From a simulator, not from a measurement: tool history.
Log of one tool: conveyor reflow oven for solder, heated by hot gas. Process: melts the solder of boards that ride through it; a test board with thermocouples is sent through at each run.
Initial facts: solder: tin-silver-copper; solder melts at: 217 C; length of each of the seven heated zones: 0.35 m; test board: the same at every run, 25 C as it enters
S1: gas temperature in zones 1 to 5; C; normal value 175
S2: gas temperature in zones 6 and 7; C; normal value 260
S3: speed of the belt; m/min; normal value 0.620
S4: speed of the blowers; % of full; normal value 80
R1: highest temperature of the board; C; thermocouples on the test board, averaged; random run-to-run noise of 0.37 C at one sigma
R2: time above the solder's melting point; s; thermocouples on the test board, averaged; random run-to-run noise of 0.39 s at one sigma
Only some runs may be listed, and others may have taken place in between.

{"run": 1, "hour": 0.0, "S1": 175, "S2": 260, "S3": 0.62, "S4": 80, "R1": 250.2, "R2": 50.9}
{"run": 2, "hour": 7.9, "S1": 175, "S2": 260, "S3": 0.62, "S4": 80, "R1": 250.9, "R2": 51.0}
{"run": 3, "hour": 26.6, "S1": 175, "S2": 260, "S3": 0.62, "S4": 63, "R1": 248.8, "R2": 49.6}
{"run": 4, "hour": 43.9, "S1": 175, "S2": 260, "S3": 0.62, "S4": 63, "R1": 248.4, "R2": 49.0}
{"run": 5, "hour": 56.5, "S1": 175, "S2": 274, "S3": 0.62, "S4": 63, "R1": 260.7, "R2": 56.3}
{"run": 6, "hour": 65.5, "S1": 175, "S2": 274, "S3": 0.62, "S4": 63, "R1": 260.6, "R2": 56.6}
{"run": 7, "hour": 74.5, "S1": 175, "S2": 260, "S3": 0.62, "S4": 80, "R1": 250.8, "R2": 51.1}
{"run": 8, "hour": 84.9, "S1": 175, "S2": 274, "S3": 0.62, "S4": 80, "R1": 263.0, "R2": 58.0}
{"run": 9, "hour": 101.0, "S1": 175, "S2": 274, "S3": 0.62, "S4": 80, "R1": 264.3, "R2": 58.4}
{"run": 10, "hour": 116.7, "S1": 175, "S2": 260, "S3": 0.62, "S4": 80, "R1": 249.5, "R2": 51.7}
{"run": 11, "hour": 127.0, "S1": 175, "S2": 260, "S3": 0.62, "S4": 51, "R1": 245.6, "R2": 47.0}
{"run": 12, "hour": 142.9, "S1": 188, "S2": 260, "S3": 0.62, "S4": 80, "R1": 252.8, "R2": 57.3}
{"run": 13, "hour": 154.3, "S1": 175, "S2": 260, "S3": 0.62, "S4": 80, "R1": 250.5, "R2": 52.5}
{"run": 14, "hour": 163.6, "S1": 175, "S2": 260, "S3": 0.62, "S4": 80, "R1": 250.7, "R2": 51.1}
{"run": 15, "hour": 177.9, "S1": 175, "S2": 260, "S3": 0.62, "S4": 80, "R1": 250.2, "R2": 51.5}
{"run": 16, "hour": 191.1, "S1": 165, "S2": 261, "S3": 0.62, "S4": 50, "R1": 244.7, "R2": 42.1}
{"run": 17, "hour": 198.7, "S1": 165, "S2": 262, "S3": 0.59, "S4": 51, "R1": 247.0, "R2": 47.2}
{"run": 18, "hour": 216.0, "S1": 165, "S2": 262, "S3": 0.59, "S4": 51, "R1": 246.6, "R2": 47.8}
{"run": 19, "hour": 224.0, "S1": 165, "S2": 262, "S3": 0.59, "S4": 87, "R1": 253.0, "R2": 53.6}
{"run": 20, "hour": 240.1, "S1": 180, "S2": 262, "S3": 0.59, "S4": 87, "R1": 254.9, "R2": 58.7}
{"run": 21, "hour": 252.7, "S1": 180, "S2": 262, "S3": 0.59, "S4": 87, "R1": 254.8, "R2": 58.4}
{"run": 22, "hour": 261.7, "S1": 175, "S2": 266, "S3": 0.62, "S4": 76, "R1": 255.6, "R2": 54.3}
{"run": 23, "hour": 275.8, "S1": 175, "S2": 260, "S3": 0.567, "S4": 80, "R1": 252.9, "R2": 58.6}
{"run": 24, "hour": 293.8, "S1": 165, "S2": 262, "S3": 0.554, "S4": 70, "R1": 252.1, "R2": 56.0}
{"run": 25, "hour": 302.7, "S1": 165, "S2": 262, "S3": 0.612, "S4": 58, "R1": 248.0, "R2": 46.1}
{"run": 26, "hour": 309.9, "S1": 175, "S2": 270, "S3": 0.62, "S4": 61, "R1": 256.5, "R2": 54.3}
{"run": 27, "hour": 318.3, "S1": 179, "S2": 260, "S3": 0.62, "S4": 56, "R1": 247.9, "R2": 49.9}
{"run": 28, "hour": 331.9, "S1": 187, "S2": 253, "S3": 0.526, "S4": 56, "R1": 246.2, "R2": 63.3}
{"run": 29, "hour": 344.8, "S1": 163, "S2": 270, "S3": 0.719, "S4": 80, "R1": 254.2, "R2": 41.8}
{"run": 30, "hour": 361.1, "S1": 163, "S2": 270, "S3": 0.719, "S4": 80, "R1": 254.4, "R2": 42.9}

Not shown here: 1 entry made in the log between runs. Locate each between two listed runs and compare the hidden state at the listed run before it with the hidden state at the listed run after it:
In the gap between runs 2 and 3: flux residue cleaned out of gas plates and filters (hour 23.0)
  heat that the gas passes to the board, % of a clean oven's: 99.8 -> 100

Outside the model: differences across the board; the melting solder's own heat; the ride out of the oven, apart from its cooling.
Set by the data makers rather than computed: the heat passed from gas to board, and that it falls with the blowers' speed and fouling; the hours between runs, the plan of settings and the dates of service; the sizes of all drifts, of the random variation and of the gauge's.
